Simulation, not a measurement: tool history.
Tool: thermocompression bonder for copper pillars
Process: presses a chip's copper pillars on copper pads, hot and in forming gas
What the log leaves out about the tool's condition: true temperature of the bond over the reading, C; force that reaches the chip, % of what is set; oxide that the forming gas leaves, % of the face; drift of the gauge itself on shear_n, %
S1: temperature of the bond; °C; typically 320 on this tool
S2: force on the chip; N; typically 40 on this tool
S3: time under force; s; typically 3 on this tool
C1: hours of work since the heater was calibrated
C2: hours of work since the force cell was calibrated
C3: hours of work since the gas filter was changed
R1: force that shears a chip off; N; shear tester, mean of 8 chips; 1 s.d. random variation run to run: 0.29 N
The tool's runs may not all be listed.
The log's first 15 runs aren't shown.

run,hour,S1,S2,S3,C1,C2,C3,R1
16,137.2,320,40,3,561,265,71,56
17,144.3,320,40,3,565,270,75,55.6
18,155.4,320,35,3,573,278,83,52.7
19,167.7,320,35,3,581,286,91,52.6
20,179.5,320,38,3,589,294,99,54.5
21,188.5,320,38,3,595,300,105,54.4
22,195.6,320,26,3,600,305,110,46.3
# hour 200.5: forming gas filter changed
23,203.9,348,35,8,605,310,2,83.2
24,214.1,320,28,3,612,317,9,47.7
25,224.4,309,34,3,619,324,16,46.5
26,236,320,60,3,627,332,24,66.1
27,246.5,316,39,3,634,339,31,53.6
28,256.3,299,39,4,641,346,38,49
29,263.5,299,39,4,646,351,43,48.8
30,275.6,299,39,4,654,359,51,49.2
31,287,320,40,6,662,366,59,68.1
32,299.2,320,40,8,670,375,67,73.7
33,311.2,320,40,8,678,383,75,73
34,319.5,315,36,4,684,388,81,55.7
35,325.9,324,37,9,688,393,85,75.8
36,335,320,30,2,694,399,91,42.6
37,345.2,312,46,5,701,406,98,63.9
38,353.4,320,40,4,707,411,103,60.7
39,361,320,39,4,712,417,109,60.6

What if the next run were any one of these 3? Each begins from the tool's condition after run 39:
# hour 368.1: forming gas filter changed
A,372.6,320,39,2,719,424,3,?
# hour 368.1: forming gas filter changed
B,372.6,317,60,4,719,424,3,?
# hour 368.1: forming gas filter changed
C,372.6,291,29,4,719,424,3,?

run,R1
A,48.6
B,69.6
C,38.9
With the hidden condition removed and each run's random variation left untouched, the same runs would have given:
run,R1
A,48.4
B,69.4
C,38.7
